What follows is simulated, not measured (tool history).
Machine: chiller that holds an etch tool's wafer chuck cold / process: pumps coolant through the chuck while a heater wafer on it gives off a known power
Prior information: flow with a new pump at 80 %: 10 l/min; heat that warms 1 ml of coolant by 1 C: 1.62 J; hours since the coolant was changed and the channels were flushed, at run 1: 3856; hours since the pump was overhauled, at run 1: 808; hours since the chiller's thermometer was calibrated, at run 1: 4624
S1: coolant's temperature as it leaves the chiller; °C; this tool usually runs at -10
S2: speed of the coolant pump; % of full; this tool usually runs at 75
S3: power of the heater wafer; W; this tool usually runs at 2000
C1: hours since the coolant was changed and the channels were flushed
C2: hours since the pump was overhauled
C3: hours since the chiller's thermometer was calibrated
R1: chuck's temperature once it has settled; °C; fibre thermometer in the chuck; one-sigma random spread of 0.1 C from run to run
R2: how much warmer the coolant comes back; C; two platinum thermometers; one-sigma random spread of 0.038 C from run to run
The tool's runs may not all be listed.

Run 1, hour 0: usual settings; C1 3856; C2 808; C3 4624. Result: R1 6.2 °C, R2 7.96 C.
Run 2, hour 59.8: usual settings but S1 -18 °C; C1 3916; C2 867; C3 4683. Result: R1 -2 °C, R2 8.03 C.
Run 3, hour 110.9: usual settings; C1 3967; C2 919; C3 4735. Result: R1 6.1 °C, R2 7.94 C.
Run 4, hour 199.7: usual settings; C1 4056; C2 1007; C3 4823. Result: R1 6.3 °C, R2 8.09 C.
Run 5, hour 283.6: usual settings; C1 4140; C2 1091; C3 4907. Result: R1 6 °C, R2 8.05 C.
Run 6, hour 334.1: usual settings; C1 4191; C2 1142; C3 4958. Result: R1 6.3 °C, R2 8.08 C.
Run 7, hour 375.4: usual settings; C1 4232; C2 1183; C3 4999. Result: R1 6 °C, R2 8.04 C.
Run 8, hour 466.4: usual settings; C1 4323; C2 1274; C3 5090. Result: R1 6.1 °C, R2 8.15 C.
Run 9, hour 528.5: usual settings; C1 4385; C2 1336; C3 5152. Result: R1 6.1 °C, R2 8.11 C.
Run 10, hour 604.2: usual settings but S2 78 % of full; C1 4461; C2 1412; C3 5228. Result: R1 5.8 °C, R2 7.86 C.
Run 11, hour 645.4: usual settings but S1 -14 °C; C1 4502; C2 1453; C3 5269. Result: R1 2.1 °C, R2 8.15 C.
Run 12, hour 703.1: usual settings; C1 4560; C2 1511; C3 5327. Result: R1 6 °C, R2 8.2 C.
Run 13, hour 747.5: usual settings but S2 90 % of full; C1 4604; C2 1555; C3 5371. Result: R1 4.4 °C, R2 6.95 C.
Run 14, hour 829: usual settings but S2 90 % of full; C1 4685; C2 1637; C3 5453. Result: R1 4.4 °C, R2 6.91 C.
Run 15, hour 916.4: usual settings but S2 90 % of full; C1 4773; C2 1724; C3 5540. Result: R1 4.5 °C, R2 6.98 C.
Run 16, hour 959.7: usual settings but S3 1216 W; C1 4816; C2 1767; C3 5583. Result: R1 -0.1 °C, R2 5.18 C.
Run 17, hour 1005.2: usual settings but S3 1216 W; C1 4862; C2 1813; C3 5629. Result: R1 -0.2 °C, R2 5.19 C.
Run 18, hour 1042.1: usual settings but S2 87 % of full, S3 1765 W; C1 4899; C2 1850; C3 5666. Result: R1 3 °C, R2 6.31 C.
At hour 1057.1: gauge calibrated.
Run 19, hour 1129.8: usual settings but S2 60 % of full, S3 1765 W; C1 4986; C2 1937; C3 5753. Result: R1 6.5 °C, R2 8.9 C.
At hour 1172.4: chiller's thermometer calibrated.
Run 20, hour 1189.3: usual settings but S2 76 % of full, S3 1096 W; C1 5045; C2 1996; C3 17. Result: R1 -1.5 °C, R2 4.35 C.
Run 21, hour 1226.6: usual settings but S2 76 % of full, S3 1096 W; C1 5082; C2 2033; C3 54. Result: R1 -1.4 °C, R2 4.37 C.
Run 22, hour 1297.3: usual settings but S2 65 % of full, S3 1265 W; C1 5153; C2 2104; C3 125. Result: R1 1 °C, R2 5.92 C.
Run 23, hour 1341.7: usual settings but S1 -19 °C, S2 96 % of full, S3 1265 W; C1 5197; C2 2148; C3 169. Result: R1 -10.2 °C, R2 4.02 C.
Run 24, hour 1415: usual settings but S1 -4 °C, S2 78 % of full, S3 1265 W; C1 5270; C2 2222; C3 243. Result: R1 6.1 °C, R2 4.94 C.
Run 25, hour 1487.6: usual settings but S1 -8 °C, S3 1219 W; C1 5343; C2 2294; C3 315. Result: R1 1.7 °C, R2 5.03 C.
Run 26, hour 1538.7: usual settings but S1 -13 °C, S2 94 % of full, S3 1219 W; C1 5394; C2 2345; C3 366. Result: R1 -4.3 °C, R2 4 C.
Run 27, hour 1584.7: usual settings but S1 -1 °C, S2 78 % of full; C1 5440; C2 2391; C3 412. Result: R1 14.7 °C, R2 7.76 C.
Run 28, hour 1630.8: usual settings but S1 -9 °C, S2 92 % of full; C1 5486; C2 2437; C3 458. Result: R1 5.2 °C, R2 6.64 C.
Run 29, hour 1682: usual settings but S1 -9 °C, S2 92 % of full; C1 5537; C2 2489; C3 510. Result: R1 5.1 °C, R2 6.64 C.
Run 30, hour 1759.5: usual settings but S1 -13 °C, S2 92 % of full, S3 1888 W; C1 5615; C2 2566; C3 587. Result: R1 0.3 °C, R2 6.37 C.
Run 31, hour 1834.6: usual settings but S1 -7 °C, S2 86 % of full, S3 1888 W; C1 5690; C2 2641; C3 662. Result: R1 7 °C, R2 6.8 C.

3 ways to go on from here, each from the tool as it stands after run 31. What would each give?
Run A, hour 1911.1: usual settings but S1 -7 °C, S2 86 % of full, S3 2888 W; C1 5767; C2 2718; C3 739. Result: R1 ?, R2 ?.
Run B, hour 1911.1: usual settings but S1 -20 °C, S2 79 % of full, S3 2556 W; C1 5767; C2 2718; C3 739. Result: R1 ?, R2 ?.
Run C, hour 1911.1: usual settings but S1 -9 °C, S2 78 % of full, S3 1888 W; C1 5767; C2 2718; C3 739. Result: R1 ?, R2 ?.

run    R1     R2
  A  14.3  10.28
  B     0   9.87
  C   5.8   7.48
What these runs would have given with no unlogged condition in the tool:
run    R1    R2
  A  14.3  9.96
  B     0  9.55
  C   5.8  7.16
